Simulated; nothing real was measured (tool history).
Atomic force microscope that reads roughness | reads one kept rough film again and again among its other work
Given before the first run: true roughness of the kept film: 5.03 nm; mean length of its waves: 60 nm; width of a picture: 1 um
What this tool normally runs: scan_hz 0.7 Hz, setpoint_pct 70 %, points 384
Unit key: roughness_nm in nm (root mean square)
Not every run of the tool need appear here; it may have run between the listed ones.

run,hour,scan_hz,setpoint_pct,points,roughness_nm
1,0,0.7,70,384,4.654
2,9.4,3.419,70,384,4
3,15,3.419,70,384,3.994
4,24.6,3.419,70,384,3.973
5,35,3.419,70,384,3.984
6,45.9,3.419,70,540,3.988
7,56.1,0.548,59,318,4.731
8,62.4,0.548,59,318,4.791
9,67.5,0.658,59,318,4.722
10,76,0.658,59,318,4.75
11,86.7,3.74,66,384,4.097

Alternative continuations, all from the tool just after run 11; predict every row:
A,94.1,0.7,85,384,?
B,94.1,0.75,70,440,?
C,94.1,3.74,66,902,?

run,roughness_nm
A,4.413
B,4.624
C,4.078
What these runs would have given with no unlogged condition in the tool:
run,roughness_nm
A,4.416
B,4.627
C,4.081
